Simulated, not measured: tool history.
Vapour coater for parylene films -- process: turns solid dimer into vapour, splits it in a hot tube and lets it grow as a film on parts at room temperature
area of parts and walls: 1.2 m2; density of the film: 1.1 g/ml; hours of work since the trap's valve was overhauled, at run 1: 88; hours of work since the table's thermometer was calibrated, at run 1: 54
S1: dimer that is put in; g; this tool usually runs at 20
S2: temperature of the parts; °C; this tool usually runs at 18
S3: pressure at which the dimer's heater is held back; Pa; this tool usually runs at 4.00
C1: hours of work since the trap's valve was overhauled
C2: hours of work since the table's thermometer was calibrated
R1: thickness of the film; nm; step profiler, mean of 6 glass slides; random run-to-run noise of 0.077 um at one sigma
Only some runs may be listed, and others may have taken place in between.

run	hour	S1	S2	S3	C1	C2	R1
1	0.0	20	18	4.00	88	54	9030
2	20.9	20	18	4.00	103	69	8900
3	55.0	20	18	4.00	127	92	8950
4	76.4	20	18	4.00	142	107	8860
5	105.0	20	17	4.00	161	127	9060
6	135.1	20	17	4.00	182	148	8940
7	168.1	20	17	4.00	205	171	8880
8	205.1	20	17	4.00	231	196	8790
9	222.6	20	23	4.00	243	209	8040
10	240.8	20	23	4.00	256	221	7990
11	266.1	20	23	4.00	273	239	7960
12	284.4	20	23	4.00	286	252	7880
# hour 300.4: trap's valve overhauled
13	310.8	20	18	2.28	7	267	10510
14	326.1	23	18	7.61	18	278	9260
15	346.0	23	18	7.61	32	292	9280
16	379.7	27	18	2.09	55	315	14120
17	414.2	19	12	5.94	79	339	8740
18	436.9	23	14	11.80	95	355	8920
19	467.0	20	16	8.21	116	376	7990
20	484.9	20	16	8.21	128	388	8090
21	516.5	20	16	8.21	150	410	7820
22	542.8	20	16	8.21	168	428	7880
23	566.3	9	18	9.83	185	445	3250
24	586.9	19	18	4.00	199	459	8490

Here are 4 independent what-if runs from the current tool condition. What would each one return?
A	615.5	11	12	4.92	219	479	?
B	615.5	19	18	5.54	219	479	?
C	615.5	15	18	2.04	219	479	?
D	615.5	20	23	2.40	219	479	?

run	R1
A	5070
B	7860
C	7590
D	9270
With the hidden condition removed and each run's random variation left untouched, the same runs would have given:
run	R1
A	5320
B	8250
C	7960
D	9730
